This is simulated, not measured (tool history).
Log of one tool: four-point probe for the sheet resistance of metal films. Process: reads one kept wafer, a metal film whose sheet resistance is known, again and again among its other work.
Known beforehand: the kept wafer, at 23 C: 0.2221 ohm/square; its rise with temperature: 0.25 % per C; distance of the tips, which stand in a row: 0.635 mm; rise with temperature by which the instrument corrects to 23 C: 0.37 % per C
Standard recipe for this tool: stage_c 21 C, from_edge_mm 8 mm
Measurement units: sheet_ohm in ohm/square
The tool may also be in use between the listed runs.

run,hour,stage_c,from_edge_mm,sheet_ohm
1,0,21,8,0.224114
2,76,21,8,0.224081
3,137.4,21,8,0.223998
4,196.1,26,8,0.222655
5,256,24,8,0.223194
6,315.4,21,8,0.224052
7,374.7,21,8,0.22393
8,437.1,21,4,0.226139
9,478.8,21,4,0.226186
10,521.5,21,4,0.226086
11,590.1,21,4,0.226109
12,632.7,26,8,0.222517
13,675.4,26,8,0.222478
14,738.7,30,8,0.221475
15,800.9,21,8,0.223722
16,858.9,21,8,0.223765
17,939.4,21,47,0.222993
18,1010.9,21,8,0.223685
19,1097.2,21,8,0.223659
20,1181.8,21,8,0.223645
21,1253.2,21,8,0.223691
22,1334.4,21,8,0.223533
23,1392.9,34,10,0.219899
24,1452.7,28,25,0.221017
25,1536.7,21,30,0.22277
26,1605.7,19,20,0.223477
# hour 1613.7: stage's thermometer calibrated
27,1652.8,19,20,0.223281
28,1730.2,23,5,0.223965
29,1768.8,23,5,0.223898
# hour 1803.2: stage's thermometer calibrated, once more
30,1806.6,23,5,0.224317
31,1848.6,21,7,0.223943
32,1929.8,21,7,0.223931
33,1973.3,19,50,0.223485
34,2059.6,23,68,0.22244
35,2111,34,8,0.220183
36,2175.8,24,9,0.222639
37,2252.4,23,18,0.222436
38,2290.5,31,18,0.220248
39,2361,24,8,0.222672
40,2415.7,30,20,0.220491
41,2452.6,30,20,0.220463
42,2507.8,30,20,0.220428
43,2544.3,30,20,0.220444
44,2581.5,21,41,0.222736

Alternative continuations, all from the tool just after run 44; predict every row:
A,2652.9,24,51,?
B,2652.9,35,13,?
C,2652.9,27,4,?
D,2652.9,25,8,?

run,sheet_ohm
A,0.221851
B,0.219275
C,0.223981
D,0.222358
What these runs would have given with no unlogged condition in the tool:
run,sheet_ohm
A,0.221837
B,0.219259
C,0.223967
D,0.222344
